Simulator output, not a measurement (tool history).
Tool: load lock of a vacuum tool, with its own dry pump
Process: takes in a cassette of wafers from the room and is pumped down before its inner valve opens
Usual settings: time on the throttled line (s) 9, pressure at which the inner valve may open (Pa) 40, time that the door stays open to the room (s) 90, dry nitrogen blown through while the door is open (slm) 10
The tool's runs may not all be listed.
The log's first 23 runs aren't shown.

run,hour,time on the throttled line (s),pressure at which the inner valve may open (Pa),time that the door stays open to the room (s),dry nitrogen blown through while the door is open (slm),"incoming humidity of the room's air, %",time from the closed door until the inner valve may open (s),rise of the pressure with all valves shut (Pa/min)
24,2014.8,10,40,90,10,44.0,19.2,0.081
25,2075.8,7,40,36,10,45.6,17.2,0.069
26,2158.6,4,40,36,10,44.5,14.8,0.062
27,2252.6,4,60,53,32,46.1,14.6,0.061
28,2342.7,9,70,90,10,46.6,17.7,0.090
29,2431.7,9,70,90,10,44.1,18.0,0.085
30,2548.6,9,40,28,10,45.0,19.0,0.062
31,2632.3,9,40,90,34,48.8,18.8,0.073
32,2700.7,9,41,90,10,43.5,18.6,0.085
33,2761.0,9,41,90,10,45.2,18.8,0.082
34,2859.8,6,42,75,32,45.7,16.2,0.071
35,2937.5,6,42,75,32,45.2,16.6,0.073
36,3000.8,9,40,148,17,47.2,18.9,0.097
37,3077.1,9,40,148,17,44.7,18.7,0.089

Forecast each of these 3 alternatives for the next run:
A,3176.3,6,44,139,10,42.1,?,?
B,3176.3,9,77,90,16,44.2,?,?
C,3176.3,9,34,90,15,47.8,?,?

run,time from the closed door until the inner valve may open (s),rise of the pressure with all valves shut (Pa/min)
A,16.7,0.094
B,17.8,0.083
C,18.9,0.092
Without the tool's hidden state the same runs would have given:
run,time from the closed door until the inner valve may open (s),rise of the pressure with all valves shut (Pa/min)
A,14.7,0.061
B,16.1,0.050
C,16.9,0.059
